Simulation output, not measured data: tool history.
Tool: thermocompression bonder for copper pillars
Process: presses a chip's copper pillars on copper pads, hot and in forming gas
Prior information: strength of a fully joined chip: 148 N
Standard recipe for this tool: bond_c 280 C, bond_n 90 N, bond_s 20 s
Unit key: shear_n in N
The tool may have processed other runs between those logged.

{"run": 1, "day": 0.0, "bond_c": 280, "bond_n": 90, "bond_s": 20, "shear_n": 72.8}
{"run": 2, "day": 1.242, "bond_c": 280, "bond_n": 90, "bond_s": 20, "shear_n": 71.7}
{"run": 3, "day": 3.017, "bond_c": 280, "bond_n": 90, "bond_s": 20, "shear_n": 72.4}
{"run": 4, "day": 4.742, "bond_c": 280, "bond_n": 90, "bond_s": 20, "shear_n": 72.7}
{"day": 6.15, "done": "forming gas filter changed"}
{"run": 5, "day": 6.462, "bond_c": 280, "bond_n": 90, "bond_s": 20, "shear_n": 72.2}
{"run": 6, "day": 7.525, "bond_c": 297, "bond_n": 90, "bond_s": 20, "shear_n": 88.9}
{"run": 7, "day": 8.821, "bond_c": 280, "bond_n": 90, "bond_s": 20, "shear_n": 71.2}
{"run": 8, "day": 10.158, "bond_c": 280, "bond_n": 90, "bond_s": 20, "shear_n": 72.2}
{"run": 9, "day": 11.175, "bond_c": 280, "bond_n": 90, "bond_s": 20, "shear_n": 71.4}
{"run": 10, "day": 12.925, "bond_c": 280, "bond_n": 56, "bond_s": 20, "shear_n": 49.8}
{"run": 11, "day": 13.662, "bond_c": 280, "bond_n": 91, "bond_s": 20, "shear_n": 71.7}
{"run": 12, "day": 14.829, "bond_c": 280, "bond_n": 91, "bond_s": 20, "shear_n": 71.5}
{"day": 16.442, "done": "forming gas filter changed"}
{"run": 13, "day": 16.579, "bond_c": 280, "bond_n": 58, "bond_s": 20, "shear_n": 51.2}
{"day": 17.871, "done": "heater calibrated with a thermocouple chip"}
{"run": 14, "day": 17.95, "bond_c": 280, "bond_n": 58, "bond_s": 20, "shear_n": 50.4}
{"run": 15, "day": 19.146, "bond_c": 280, "bond_n": 58, "bond_s": 20, "shear_n": 50.3}
{"day": 20.233, "done": "gauge calibrated"}
{"run": 16, "day": 20.271, "bond_c": 280, "bond_n": 58, "bond_s": 20, "shear_n": 51.9}
{"run": 17, "day": 21.029, "bond_c": 280, "bond_n": 91, "bond_s": 20, "shear_n": 73.5}
{"run": 18, "day": 22.45, "bond_c": 280, "bond_n": 91, "bond_s": 20, "shear_n": 72.8}
{"run": 19, "day": 23.733, "bond_c": 280, "bond_n": 91, "bond_s": 20, "shear_n": 72.7}
{"run": 20, "day": 25.046, "bond_c": 280, "bond_n": 91, "bond_s": 20, "shear_n": 72.1}
{"run": 21, "day": 26.238, "bond_c": 280, "bond_n": 91, "bond_s": 20, "shear_n": 72.0}
{"day": 26.838, "done": "forming gas filter changed"}
{"run": 22, "day": 27.25, "bond_c": 268, "bond_n": 90, "bond_s": 20, "shear_n": 59.8}
{"run": 23, "day": 28.692, "bond_c": 264, "bond_n": 55, "bond_s": 35, "shear_n": 47.8}
{"run": 24, "day": 29.658, "bond_c": 280, "bond_n": 75, "bond_s": 20, "shear_n": 62.8}
{"run": 25, "day": 31.308, "bond_c": 260, "bond_n": 82, "bond_s": 20, "shear_n": 48.0}
{"run": 26, "day": 32.908, "bond_c": 269, "bond_n": 57, "bond_s": 58, "shear_n": 63.7}
{"run": 27, "day": 33.671, "bond_c": 269, "bond_n": 57, "bond_s": 58, "shear_n": 64.2}
{"run": 28, "day": 34.842, "bond_c": 280, "bond_n": 79, "bond_s": 20, "shear_n": 65.2}
{"run": 29, "day": 36.562, "bond_c": 280, "bond_n": 118, "bond_s": 47, "shear_n": 107.2}
{"day": 37.133, "done": "forming gas filter changed"}
{"run": 30, "day": 37.342, "bond_c": 261, "bond_n": 90, "bond_s": 16, "shear_n": 48.0}
{"run": 31, "day": 39.046, "bond_c": 261, "bond_n": 90, "bond_s": 16, "shear_n": 47.3}
{"run": 32, "day": 40.633, "bond_c": 261, "bond_n": 90, "bond_s": 16, "shear_n": 48.1}
{"run": 33, "day": 41.733, "bond_c": 261, "bond_n": 95, "bond_s": 16, "shear_n": 49.9}
{"run": 34, "day": 43.4, "bond_c": 306, "bond_n": 98, "bond_s": 20, "shear_n": 101.0}
{"run": 35, "day": 44.554, "bond_c": 251, "bond_n": 67, "bond_s": 42, "shear_n": 46.7}
{"run": 36, "day": 45.625, "bond_c": 264, "bond_n": 67, "bond_s": 27, "shear_n": 48.8}
{"run": 37, "day": 46.946, "bond_c": 309, "bond_n": 90, "bond_s": 20, "shear_n": 98.5}
{"day": 47.6, "done": "heater calibrated with a thermocouple chip"}
{"day": 47.621, "done": "forming gas filter changed"}
{"run": 38, "day": 48.175, "bond_c": 302, "bond_n": 90, "bond_s": 20, "shear_n": 90.3}
{"run": 39, "day": 49.129, "bond_c": 252, "bond_n": 90, "bond_s": 32, "shear_n": 53.3}
{"run": 40, "day": 50.4, "bond_c": 252, "bond_n": 90, "bond_s": 32, "shear_n": 53.2}

Consider 3 possible next runs. They are alternatives, not a sequence: every one starts from the tool as it was left by run 40. What does each give?
{"run": "A", "day": 51.921, "bond_c": 252, "bond_n": 97, "bond_s": 32, "shear_n": "?"}
{"run": "B", "day": 51.921, "bond_c": 306, "bond_n": 56, "bond_s": 22, "shear_n": "?"}
{"run": "C", "day": 51.921, "bond_c": 255, "bond_n": 133, "bond_s": 46, "shear_n": "?"}

run=A shear_n=56.0
run=B shear_n=73.4
run=C shear_n=83.1
With no hidden state in the tool, these same runs would have given:
run=A shear_n=58.5
run=B shear_n=76.7
run=C shear_n=86.8
